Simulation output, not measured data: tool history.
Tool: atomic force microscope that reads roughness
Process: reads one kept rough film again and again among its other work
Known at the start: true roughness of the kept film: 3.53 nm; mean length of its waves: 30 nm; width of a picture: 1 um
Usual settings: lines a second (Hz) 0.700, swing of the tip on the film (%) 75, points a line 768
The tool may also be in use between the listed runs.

| run | hour | lines a second (Hz) | swing of the tip on the film (%) | points a line | roughness of the kept film (nm (root mean square)) |
|---|---|---|---|---|---|
| 1 | 0.0 | 0.700 | 75 | 768 | 2.744 |
| 2 | 37.4 | 0.700 | 75 | 768 | 2.696 |
| 3 | 77.3 | 0.700 | 75 | 768 | 2.584 |
| 4 | 111.4 | 0.700 | 75 | 768 | 2.538 |
| 5 | 156.1 | 0.700 | 75 | 546 | 2.479 |
| 6 | 212.8 | 0.700 | 56 | 768 | 2.497 |
|  | 227.0 | new tip fitted |
| 7 | 270.7 | 0.700 | 56 | 768 | 2.994 |
| 8 | 324.5 | 0.700 | 56 | 768 | 2.879 |
| 9 | 384.2 | 0.700 | 56 | 768 | 2.747 |
| 10 | 440.6 | 0.700 | 56 | 768 | 2.671 |
| 11 | 487.7 | 0.700 | 56 | 768 | 2.607 |
| 12 | 541.6 | 0.700 | 56 | 768 | 2.511 |
|  | 586.4 | new tip fitted |
| 13 | 586.4 | 0.700 | 56 | 768 | 3.080 |
| 14 | 634.9 | 1.763 | 65 | 459 | 2.770 |
| 15 | 677.1 | 3.704 | 66 | 339 | 2.456 |
| 16 | 733.2 | 3.704 | 66 | 339 | 2.370 |
| 17 | 770.2 | 3.704 | 66 | 339 | 2.315 |
| 18 | 796.6 | 1.337 | 75 | 768 | 2.424 |
| 19 | 852.8 | 1.337 | 75 | 768 | 2.346 |
| 20 | 904.5 | 1.337 | 68 | 768 | 2.333 |
|  | 947.0 | new tip fitted |
| 21 | 962.4 | 0.810 | 75 | 834 | 2.909 |
| 22 | 1020.6 | 0.810 | 75 | 834 | 2.774 |
| 23 | 1066.4 | 0.810 | 75 | 834 | 2.695 |
| 24 | 1093.9 | 0.810 | 75 | 834 | 2.641 |
| 25 | 1131.0 | 3.070 | 77 | 893 | 2.147 |
| 26 | 1156.0 | 3.909 | 77 | 893 | 1.981 |

3 ways to go on from here, each from the tool as it stands after run 26. What would each give?
| A | 1182.4 | 1.627 | 77 | 893 | ? |
| B | 1182.4 | 0.516 | 61 | 893 | ? |
| C | 1182.4 | 1.958 | 61 | 923 | ? |

| run | roughness of the kept film (nm (root mean square)) |
|---|---|
| A | 2.296 |
| B | 2.584 |
| C | 2.467 |
Without the tool's hidden state the same runs would have given:
| run | roughness of the kept film (nm (root mean square)) |
|---|---|
| A | 2.766 |
| B | 3.114 |
| C | 2.973 |

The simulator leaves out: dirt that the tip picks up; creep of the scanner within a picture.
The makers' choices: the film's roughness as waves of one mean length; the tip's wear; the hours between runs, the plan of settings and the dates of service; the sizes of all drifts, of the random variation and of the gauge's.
